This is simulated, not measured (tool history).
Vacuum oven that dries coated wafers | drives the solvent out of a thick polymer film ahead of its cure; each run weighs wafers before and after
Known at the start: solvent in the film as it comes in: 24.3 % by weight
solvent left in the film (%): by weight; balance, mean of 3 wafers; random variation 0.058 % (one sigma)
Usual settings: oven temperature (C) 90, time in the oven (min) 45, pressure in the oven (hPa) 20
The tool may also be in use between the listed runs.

{"run": 1, "hour": 0.0, "oven temperature (C)": 90, "time in the oven (min)": 45, "pressure in the oven (hPa)": 20, "solvent left in the film (%)": 3.63}
{"run": 2, "hour": 19.7, "oven temperature (C)": 90, "time in the oven (min)": 45, "pressure in the oven (hPa)": 20, "solvent left in the film (%)": 3.75}
{"run": 3, "hour": 46.7, "oven temperature (C)": 90, "time in the oven (min)": 45, "pressure in the oven (hPa)": 20, "solvent left in the film (%)": 3.74}
{"run": 4, "hour": 67.4, "oven temperature (C)": 90, "time in the oven (min)": 45, "pressure in the oven (hPa)": 20, "solvent left in the film (%)": 3.7}
{"run": 5, "hour": 98.8, "oven temperature (C)": 90, "time in the oven (min)": 45, "pressure in the oven (hPa)": 19.2, "solvent left in the film (%)": 3.75}
{"run": 6, "hour": 118.3, "oven temperature (C)": 90, "time in the oven (min)": 45, "pressure in the oven (hPa)": 15.4, "solvent left in the film (%)": 3.38}
{"run": 7, "hour": 154.0, "oven temperature (C)": 90, "time in the oven (min)": 45, "pressure in the oven (hPa)": 15.4, "solvent left in the film (%)": 3.36}
{"run": 8, "hour": 193.9, "oven temperature (C)": 90, "time in the oven (min)": 45, "pressure in the oven (hPa)": 20, "solvent left in the film (%)": 3.78}
{"run": 9, "hour": 211.5, "oven temperature (C)": 90, "time in the oven (min)": 52, "pressure in the oven (hPa)": 20, "solvent left in the film (%)": 3.27}
{"run": 10, "hour": 243.3, "oven temperature (C)": 90, "time in the oven (min)": 52, "pressure in the oven (hPa)": 20, "solvent left in the film (%)": 3.35}
{"run": 11, "hour": 261.7, "oven temperature (C)": 90, "time in the oven (min)": 41, "pressure in the oven (hPa)": 20, "solvent left in the film (%)": 4.23}
{"run": 12, "hour": 287.8, "oven temperature (C)": 90, "time in the oven (min)": 41, "pressure in the oven (hPa)": 31.6, "solvent left in the film (%)": 5.05}
{"run": 13, "hour": 313.3, "oven temperature (C)": 90, "time in the oven (min)": 41, "pressure in the oven (hPa)": 31.6, "solvent left in the film (%)": 5.04}
{"run": 14, "hour": 344.4, "oven temperature (C)": 90, "time in the oven (min)": 41, "pressure in the oven (hPa)": 31.6, "solvent left in the film (%)": 5.24}
{"run": 15, "hour": 382.8, "oven temperature (C)": 99, "time in the oven (min)": 37, "pressure in the oven (hPa)": 76.2, "solvent left in the film (%)": 5.28}
{"run": 16, "hour": 417.3, "oven temperature (C)": 90, "time in the oven (min)": 34, "pressure in the oven (hPa)": 20, "solvent left in the film (%)": 5.67}
{"run": 17, "hour": 434.7, "oven temperature (C)": 90, "time in the oven (min)": 34, "pressure in the oven (hPa)": 29.8, "solvent left in the film (%)": 6.22}
{"run": 18, "hour": 462.3, "oven temperature (C)": 80, "time in the oven (min)": 40, "pressure in the oven (hPa)": 70.6, "solvent left in the film (%)": 13.4}
{"run": 19, "hour": 479.9, "oven temperature (C)": 87, "time in the oven (min)": 36, "pressure in the oven (hPa)": 58.5, "solvent left in the film (%)": 9.36}
{"run": 20, "hour": 507.6, "oven temperature (C)": 87, "time in the oven (min)": 36, "pressure in the oven (hPa)": 58.5, "solvent left in the film (%)": 9.3}

The next listed run, before its measurement:
{"run": 21, "hour": 544.8, "oven temperature (C)": 84, "time in the oven (min)": 40, "pressure in the oven (hPa)": 46.6, "solvent left in the film (%)": "?"}

Run 21 gave solvent left in the film (%) 9.3.
Without the tool's hidden state the same run would have given solvent left in the film (%) 7.78.
